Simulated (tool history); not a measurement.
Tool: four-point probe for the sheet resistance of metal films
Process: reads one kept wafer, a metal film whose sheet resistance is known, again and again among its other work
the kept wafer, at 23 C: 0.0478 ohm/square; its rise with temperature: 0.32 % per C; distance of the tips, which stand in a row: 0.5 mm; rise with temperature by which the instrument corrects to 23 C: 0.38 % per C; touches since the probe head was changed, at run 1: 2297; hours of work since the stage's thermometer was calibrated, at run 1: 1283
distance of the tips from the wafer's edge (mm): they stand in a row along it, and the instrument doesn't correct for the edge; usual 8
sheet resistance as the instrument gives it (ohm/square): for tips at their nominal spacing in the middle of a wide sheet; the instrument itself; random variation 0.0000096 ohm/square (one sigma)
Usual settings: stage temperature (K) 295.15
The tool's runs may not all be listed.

run	hour	stage temperature (K)	distance of the tips from the wafer's edge (mm)	touches since the probe head was changed	hours of work since the stage's thermometer was calibrated	sheet resistance as the instrument gives it (ohm/square)
1	0	295.15	8	2297	1283	0.047938
2	36.1	295.15	8	3369	1307	0.047928
3	91.8	302.15	8	5025	1344	0.047761
4	145.9	302.15	8	6631	1381	0.047743
5	176.1	295.15	3	7528	1401	0.048532
6	228.8	295.15	3	9093	1436	0.048537
7	289.8	295.15	3	10904	1477	0.048528
8	324.1	295.15	8	11923	1500	0.047938
9	377.8	295.15	8	13519	1536	0.047928
10	431	303.15	8	15096	1572	0.047725
11	494.7	303.15	8	16990	1615	0.047732
12	550.7	295.15	8	18652	1652	0.04794
# hour 585.7: stage's thermometer calibrated
13	596.8	295.15	17	20008	7	0.047851
14	660.7	295.15	17	21905	50	0.047855
15	727.6	295.15	66	23892	95	0.047829
16	796.3	295.15	66	25934	141	0.047837
17	826.3	295.15	66	26824	162	0.047828
18	878.3	295.15	66	28367	196	0.047807
19	929.7	295.15	66	29893	231	0.047844
20	984.2	295.15	10	31514	267	0.047887
21	1030.8	295.15	10	32897	299	0.047903
22	1086.4	291.15	16	34548	336	0.047961
23	1148.5	291.15	12	36392	378	0.048006
24	1213.6	291.15	12	38327	421	0.047989
25	1245.4	302.15	6	39270	443	0.04784
26	1299.7	306.15	57	40883	479	0.047564
27	1368.5	293.15	8	42926	525	0.047988
28	1431.5	293.15	8	44799	568	0.047976
29	1495.5	306.15	5	46699	611	0.047808
30	1564	308.15	38	48733	657	0.047527
31	1609.6	292.15	52	50086	687	0.047905
32	1649	292.15	52	51257	714	0.047922
33	1679.9	297.15	27	52176	734	0.047778
34	1715	293.15	58	53218	758	0.047896
35	1777.5	298.15	58	55075	800	0.047754
36	1818	292.15	9	56276	827	0.047994
37	1848.4	300.15	41	57179	847	0.047711
38	1893.6	300.15	9	58523	878	0.047808
39	1951	300.15	9	60227	916	0.047793

3 ways to go on from here, each from the tool as it stands after run 39. What would each give?
A	2004.1	294.15	9	61803	952	?
B	2004.1	294.15	42	61803	952	?
C	2004.1	300.15	11	61803	952	?

run	sheet resistance as the instrument gives it (ohm/square)
A	0.047941
B	0.047854
C	0.047768
Without the tool's hidden state the same runs would have given:
run	sheet resistance as the instrument gives it (ohm/square)
A	0.047932
B	0.047846
C	0.04776
